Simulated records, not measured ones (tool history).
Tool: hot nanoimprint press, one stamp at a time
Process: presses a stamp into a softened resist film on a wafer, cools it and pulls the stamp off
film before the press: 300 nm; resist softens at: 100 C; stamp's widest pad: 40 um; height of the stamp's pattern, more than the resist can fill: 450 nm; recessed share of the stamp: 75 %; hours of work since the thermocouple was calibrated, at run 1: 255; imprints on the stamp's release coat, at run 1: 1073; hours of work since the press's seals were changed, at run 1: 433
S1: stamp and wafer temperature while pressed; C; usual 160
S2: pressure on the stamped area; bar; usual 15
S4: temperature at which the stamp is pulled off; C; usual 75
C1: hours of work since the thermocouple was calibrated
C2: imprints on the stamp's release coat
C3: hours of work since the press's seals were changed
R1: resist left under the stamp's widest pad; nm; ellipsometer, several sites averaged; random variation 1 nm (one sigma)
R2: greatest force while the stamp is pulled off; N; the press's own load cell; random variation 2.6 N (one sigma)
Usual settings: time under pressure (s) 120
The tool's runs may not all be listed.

run 1 hour=0 | S1=160 S2=15 time_under_pressure_(s)=120 S4=75 | C1=255 C2=1073 C3=433 | R1=153.6 R2=171
-- hour=11.6 stamp cleaned and given a new release coat
run 2 hour=65.8 | S1=160 S2=15 time_under_pressure_(s)=120 S4=75 | C1=279 C2=163 C3=458 | R1=154.8 R2=128
run 3 hour=106.7 | S1=160 S2=15 time_under_pressure_(s)=120 S4=75 | C1=296 C2=286 C3=474 | R1=153.3 R2=142
run 4 hour=137 | S1=160 S2=15 time_under_pressure_(s)=120 S4=75 | C1=308 C2=378 C3=487 | R1=153.8 R2=138
run 5 hour=193.5 | S1=163 S2=15 time_under_pressure_(s)=120 S4=75 | C1=331 C2=547 C3=510 | R1=130.8 R2=145
run 6 hour=226.9 | S1=160 S2=15 time_under_pressure_(s)=120 S4=72 | C1=345 C2=648 C3=523 | R1=155.1 R2=163
run 7 hour=256.3 | S1=171 S2=15 time_under_pressure_(s)=120 S4=75 | C1=357 C2=736 C3=535 | R1=83.1 R2=160
run 8 hour=324.4 | S1=160 S2=15 time_under_pressure_(s)=74 S4=75 | C1=384 C2=941 C3=563 | R1=185.7 R2=165
-- hour=376.2 stamp cleaned and given a new release coat
run 9 hour=381.1 | S1=160 S2=15 time_under_pressure_(s)=74 S4=75 | C1=405 C2=15 C3=584 | R1=185.6 R2=126
run 10 hour=442.9 | S1=160 S2=15 time_under_pressure_(s)=67 S4=75 | C1=430 C2=201 C3=609 | R1=191.4 R2=132
run 11 hour=474.1 | S1=160 S2=15 time_under_pressure_(s)=67 S4=75 | C1=443 C2=294 C3=622 | R1=191.3 R2=138
run 12 hour=534.7 | S1=160 S2=15 time_under_pressure_(s)=87 S4=75 | C1=468 C2=477 C3=647 | R1=178 R2=145
run 13 hour=585.1 | S1=168 S2=15 time_under_pressure_(s)=120 S4=75 | C1=488 C2=628 C3=667 | R1=102.1 R2=148
-- hour=638.3 plate thermocouple calibrated
run 14 hour=643.6 | S1=160 S2=11.4 time_under_pressure_(s)=120 S4=75 | C1=2 C2=795 C3=690 | R1=161.1 R2=146
run 15 hour=672.3 | S1=160 S2=9.1 time_under_pressure_(s)=120 S4=75 | C1=14 C2=882 C3=701 | R1=172.7 R2=156
run 16 hour=706.3 | S1=149 S2=9.1 time_under_pressure_(s)=120 S4=64 | C1=28 C2=984 C3=715 | R1=256.3 R2=207
-- hour=747.3 stamp cleaned and given a new release coat
run 17 hour=783.5 | S1=171 S2=16.5 time_under_pressure_(s)=120 S4=64 | C1=57 C2=109 C3=744 | R1=75.5 R2=163
run 18 hour=814.9 | S1=160 S2=15 time_under_pressure_(s)=123 S4=72 | C1=70 C2=204 C3=757 | R1=145.7 R2=131
run 19 hour=872 | S1=160 S2=15 time_under_pressure_(s)=120 S4=80 | C1=93 C2=375 C3=780 | R1=148.3 R2=119
run 20 hour=939.3 | S1=166 S2=13.7 time_under_pressure_(s)=95 S4=76 | C1=120 C2=578 C3=808 | R1=122 R2=144
run 21 hour=973.9 | S1=166 S2=13.7 time_under_pressure_(s)=95 S4=76 | C1=134 C2=682 C3=822 | R1=121.4 R2=148
run 22 hour=1005.6 | S1=160 S2=15 time_under_pressure_(s)=120 S4=70 | C1=147 C2=777 C3=835 | R1=150.3 R2=168
run 23 hour=1076.4 | S1=160 S2=15 time_under_pressure_(s)=120 S4=70 | C1=176 C2=990 C3=864 | R1=149.3 R2=181
-- hour=1115.6 stamp cleaned and given a new release coat
run 24 hour=1144.7 | S1=166 S2=15 time_under_pressure_(s)=120 S4=69 | C1=202 C2=88 C3=889 | R1=107.8 R2=143
run 25 hour=1181.3 | S1=160 S2=16.4 time_under_pressure_(s)=183 S4=75 | C1=216 C2=198 C3=904 | R1=124.4 R2=131
run 26 hour=1225 | S1=160 S2=15 time_under_pressure_(s)=231 S4=61 | C1=234 C2=329 C3=922 | R1=118 R2=178
run 27 hour=1286.7 | S1=167 S2=23 time_under_pressure_(s)=120 S4=75 | C1=259 C2=515 C3=947 | R1=85.5 R2=143
run 28 hour=1356.6 | S1=153 S2=23.5 time_under_pressure_(s)=66 S4=75 | C1=288 C2=725 C3=975 | R1=223.1 R2=151
run 29 hour=1427.6 | S1=155 S2=23.5 time_under_pressure_(s)=119 S4=65 | C1=317 C2=939 C3=1004 | R1=173.2 R2=201

Measured less the same run without the tool's hidden state. The same run-to-run variation is in both; the gauge's scatter may not be:
The hidden state here: true temperature over the reading, C; pressure that arrives at the usual setting, %; grip of the stamp's worn release coat, % over a new coat's; drift of the gauge itself on residual_nm, %; drift of the gauge itself on pull_off_n, %.
run=1 R1=+8.8 R2=+48
run=2 R1=+9.5 R2=+9
run=3 R1=+9.9 R2=+15
run=4 R1=+10.3 R2=+18
run=5 R1=+9.7 R2=+25
run=6 R1=+11.4 R2=+33
run=7 R1=+6.7 R2=+35
run=8 R1=+12.9 R2=+43
run=9 R1=+13.4 R2=+5
run=10 R1=+14.1 R2=+13
run=11 R1=+14.4 R2=+17
run=12 R1=+15.3 R2=+24
run=13 R1=+10.8 R2=+30
run=14 R1=+1.5 R2=+30
run=15 R1=+1.5 R2=+36
run=16 R1=+1.2 R2=+51
run=17 R1=+2.2 R2=+6
run=18 R1=+3.8 R2=+9
run=19 R1=+4.5 R2=+14
run=20 R1=+4.3 R2=+24
run=21 R1=+4.6 R2=+28
run=22 R1=+6 R2=+36
run=23 R1=+6.8 R2=+46
run=24 R1=+5.8 R2=+5
run=25 R1=+7.4 R2=+10
run=26 R1=+7.3 R2=+20
run=27 R1=+6.7 R2=+23
run=28 R1=+11.4 R2=+32
run=29 R1=+13.3 R2=+51
